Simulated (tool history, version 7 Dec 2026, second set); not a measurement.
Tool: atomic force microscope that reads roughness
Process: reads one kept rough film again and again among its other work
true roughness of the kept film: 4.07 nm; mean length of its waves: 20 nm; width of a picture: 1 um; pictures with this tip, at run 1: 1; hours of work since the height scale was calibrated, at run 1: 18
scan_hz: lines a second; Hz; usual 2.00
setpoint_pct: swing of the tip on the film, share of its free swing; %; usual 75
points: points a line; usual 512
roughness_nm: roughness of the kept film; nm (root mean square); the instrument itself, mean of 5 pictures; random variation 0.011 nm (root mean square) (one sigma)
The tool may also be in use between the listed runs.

| run | hour | scan_hz | setpoint_pct | points | pictures with this tip | hours of work since the height scale was calibrated | roughness_nm |
|---|---|---|---|---|---|---|---|
| 1 | 0.0 | 2.00 | 75 | 512 | 1 | 18 | 2.532 |
| 2 | 7.0 | 2.00 | 75 | 409 | 13 | 22 | 2.522 |
| 3 | 14.8 | 2.00 | 75 | 512 | 27 | 26 | 2.550 |
| 4 | 24.6 | 2.00 | 75 | 512 | 44 | 31 | 2.541 |
| 5 | 32.7 | 2.00 | 75 | 512 | 58 | 36 | 2.531 |
| 6 | 40.2 | 2.56 | 75 | 512 | 70 | 40 | 2.479 |
| 7 | 45.3 | 2.00 | 75 | 512 | 79 | 43 | 2.537 |
| 8 | 49.9 | 2.00 | 75 | 512 | 87 | 46 | 2.553 |
| 9 | 57.8 | 2.00 | 75 | 512 | 101 | 50 | 2.531 |
| 10 | 68.1 | 2.00 | 75 | 268 | 118 | 56 | 2.467 |
| 11 | 72.2 | 2.00 | 75 | 512 | 125 | 58 | 2.528 |
| 12 | 80.5 | 2.00 | 75 | 512 | 140 | 63 | 2.534 |
| 13 | 86.9 | 2.00 | 75 | 512 | 151 | 66 | 2.552 |
| 14 | 94.3 | 2.00 | 75 | 537 | 163 | 70 | 2.534 |
| 15 | 101.5 | 2.00 | 75 | 537 | 176 | 74 | 2.526 |
| 16 | 109.9 | 2.00 | 74 | 948 | 190 | 79 | 2.570 |
| 17 | 116.7 | 1.78 | 70 | 297 | 202 | 83 | 2.586 |
| 18 | 121.2 | 1.78 | 70 | 297 | 209 | 85 | 2.594 |
| 19 | 129.0 | 1.78 | 70 | 297 | 223 | 90 | 2.588 |
| 20 | 139.2 | 3.34 | 79 | 297 | 240 | 96 | 2.220 |
| 21 | 145.8 | 2.00 | 71 | 512 | 252 | 99 | 2.593 |
| 22 | 151.3 | 2.00 | 65 | 368 | 261 | 102 | 2.669 |
|  | 159.2 | new tip fitted |
| 23 | 159.6 | 0.91 | 75 | 799 | 1 | 107 | 2.707 |
| 24 | 166.9 | 0.91 | 75 | 799 | 13 | 111 | 2.726 |
| 25 | 176.9 | 0.91 | 75 | 799 | 30 | 116 | 2.717 |

5 ways to go on from here, each from the tool as it stands after run 25. What would each give?
| A | 182.4 | 2.00 | 58 | 512 | 40 | 119 | ? |
| B | 182.4 | 0.59 | 75 | 877 | 40 | 119 | ? |
| C | 182.4 | 1.31 | 62 | 344 | 40 | 119 | ? |
| D | 182.4 | 1.82 | 62 | 512 | 40 | 119 | ? |
| E | 182.4 | 0.51 | 75 | 318 | 40 | 119 | ? |

| run | roughness_nm |
|---|---|
| A | 2.750 |
| B | 2.771 |
| C | 2.733 |
| D | 2.733 |
| E | 2.746 |
Without the tool's hidden state the same runs would have given:
| run | roughness_nm |
|---|---|
| A | 2.752 |
| B | 2.772 |
| C | 2.734 |
| D | 2.734 |
| E | 2.747 |
